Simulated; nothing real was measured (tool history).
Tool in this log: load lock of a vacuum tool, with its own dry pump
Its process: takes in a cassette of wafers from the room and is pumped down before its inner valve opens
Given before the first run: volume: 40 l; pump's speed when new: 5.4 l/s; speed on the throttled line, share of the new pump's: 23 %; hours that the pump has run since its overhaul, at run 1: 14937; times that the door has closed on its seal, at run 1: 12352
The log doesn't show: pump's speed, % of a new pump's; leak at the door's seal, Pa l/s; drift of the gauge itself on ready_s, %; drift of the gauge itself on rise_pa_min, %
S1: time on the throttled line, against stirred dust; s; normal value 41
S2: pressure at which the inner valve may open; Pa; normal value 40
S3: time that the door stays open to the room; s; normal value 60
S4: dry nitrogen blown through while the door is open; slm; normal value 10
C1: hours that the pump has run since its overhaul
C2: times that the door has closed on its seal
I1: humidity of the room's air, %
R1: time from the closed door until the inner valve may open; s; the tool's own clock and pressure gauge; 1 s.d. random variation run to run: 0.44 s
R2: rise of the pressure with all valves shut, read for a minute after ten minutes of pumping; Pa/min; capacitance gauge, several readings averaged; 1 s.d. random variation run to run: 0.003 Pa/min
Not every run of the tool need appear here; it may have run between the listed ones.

run 1 day=0 | S1=41 S2=40 S3=60 S4=10 | C1=14937 C2=12352 | I1=44.4 | R1=95.7 R2=0.108
run 2 day=18.9 | S1=41 S2=40 S3=60 S4=10 | C1=15391 C2=13065 | I1=45.8 | R1=94.7 R2=0.115
run 3 day=29.558 | S1=41 S2=40 S3=60 S4=10 | C1=15647 C2=13467 | I1=43.7 | R1=94.9 R2=0.118
run 4 day=45.625 | S1=41 S2=40 S3=60 S4=10 | C1=16032 C2=14073 | I1=46.2 | R1=96.1 R2=0.129
run 5 day=57.621 | S1=41 S2=40 S3=60 S4=10 | C1=16320 C2=14526 | I1=43.2 | R1=95.5 R2=0.123
run 6 day=69.679 | S1=41 S2=40 S3=134 S4=10 | C1=16610 C2=14980 | I1=48 | R1=95.5 R2=0.164
run 7 day=80.029 | S1=24 S2=40 S3=60 S4=10 | C1=16858 C2=15371 | I1=49 | R1=83.2 R2=0.131
run 8 day=99.404 | S1=24 S2=40 S3=60 S4=10 | C1=17323 C2=16101 | I1=41.6 | R1=83.1 R2=0.13
run 9 day=118.688 | S1=41 S2=40 S3=60 S4=10 | C1=17786 C2=16829 | I1=42.4 | R1=96.6 R2=0.131
run 10 day=129.504 | S1=41 S2=40 S3=60 S4=10 | C1=18046 C2=17237 | I1=46.9 | R1=97.1 R2=0.14
run 11 day=149.792 | S1=41 S2=40 S3=60 S4=10 | C1=18533 C2=18002 | I1=48.2 | R1=96.8 R2=0.148
run 12 day=167.488 | S1=41 S2=40 S3=60 S4=10 | C1=18957 C2=18669 | I1=44.4 | R1=96.5 R2=0.151
run 13 day=184.325 | S1=41 S2=40 S3=60 S4=10 | C1=19361 C2=19305 | I1=43.7 | R1=97.2 R2=0.15
run 14 day=203.992 | S1=41 S2=40 S3=60 S4=10 | C1=19833 C2=20046 | I1=45 | R1=98.2 R2=0.16
-- day=225.929 dry pump taken out, an overhauled one fitted
run 15 day=225.929 | S1=41 S2=40 S3=60 S4=10 | C1=0 C2=20864 | I1=43.4 | R1=89.2 R2=0.163
run 16 day=239.1 | S1=41 S2=40 S3=60 S4=10 | C1=316 C2=21361 | I1=44.4 | R1=90.6 R2=0.174
run 17 day=258.858 | S1=41 S2=40 S3=60 S4=10 | C1=790 C2=22106 | I1=42 | R1=90.7 R2=0.167
run 18 day=272.346 | S1=41 S2=40 S3=60 S4=10 | C1=1114 C2=22615 | I1=44 | R1=90.6 R2=0.176
run 19 day=285.362 | S1=41 S2=40 S3=60 S4=10 | C1=1426 C2=23106 | I1=45.7 | R1=90.1 R2=0.183

Estimate the outcome of run 20 from the log above:
run 20 day=294.6 | S1=41 S2=40 S3=219 S4=5 | C1=1648 C2=23455 | I1=46.9 | R1=? R2=?

R1: 90.7 s
R2: 0.254 Pa/min
The same run, on a tool lacking any hidden state, would have yielded R1 89.8 s, R2 0.132 Pa/min.
